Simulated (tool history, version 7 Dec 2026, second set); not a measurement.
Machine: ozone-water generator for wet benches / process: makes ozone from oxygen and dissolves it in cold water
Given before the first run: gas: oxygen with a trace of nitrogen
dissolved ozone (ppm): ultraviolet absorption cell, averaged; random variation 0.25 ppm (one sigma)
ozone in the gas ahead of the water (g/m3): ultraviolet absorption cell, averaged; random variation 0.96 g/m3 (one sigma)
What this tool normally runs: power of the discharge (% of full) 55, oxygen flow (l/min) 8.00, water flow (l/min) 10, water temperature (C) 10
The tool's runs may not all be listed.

| run | hour | power of the discharge (% of full) | oxygen flow (l/min) | water flow (l/min) | water temperature (C) | dissolved ozone (ppm) | ozone in the gas ahead of the water (g/m3) |
|---|---|---|---|---|---|---|---|
| 1 | 0.0 | 55 | 8.00 | 10 | 10 | 36.9 | 163.6 |
| 2 | 13.3 | 55 | 8.00 | 10 | 10 | 36.8 | 163.3 |
| 3 | 38.6 | 55 | 8.00 | 10 | 10 | 37.1 | 163.6 |
| 4 | 64.8 | 55 | 8.00 | 10 | 10 | 37.0 | 164.1 |
| 5 | 83.8 | 55 | 8.00 | 10 | 10 | 36.5 | 162.2 |
| 6 | 113.2 | 55 | 8.00 | 10 | 10 | 37.1 | 163.6 |
| 7 | 130.2 | 55 | 8.00 | 10 | 10 | 36.7 | 161.2 |
| 8 | 154.3 | 55 | 8.00 | 10 | 10 | 36.6 | 162.5 |
| 9 | 167.9 | 83 | 4.55 | 10 | 10 | 48.3 | 269.8 |
| 10 | 192.8 | 83 | 4.55 | 10 | 10 | 48.4 | 270.4 |
| 11 | 221.9 | 55 | 7.48 | 10 | 10 | 36.6 | 166.3 |
|  | 227.6 | contactor cleaned |
| 12 | 242.7 | 55 | 7.48 | 10 | 10 | 36.2 | 167.4 |
| 13 | 255.0 | 55 | 7.48 | 10 | 10 | 35.8 | 164.8 |
| 14 | 276.8 | 55 | 7.48 | 10 | 10 | 36.2 | 164.8 |

Run 15 has not been measured yet. What should we expect?
| 15 | 293.8 | 55 | 12.76 | 12 | 6 | ? | ? |

dissolved ozone (ppm): 37.0
ozone in the gas ahead of the water (g/m3): 142.1
The same run, on a tool lacking any hidden state, would have yielded dissolved ozone (ppm) 38.8, ozone in the gas ahead of the water (g/m3) 142.4.
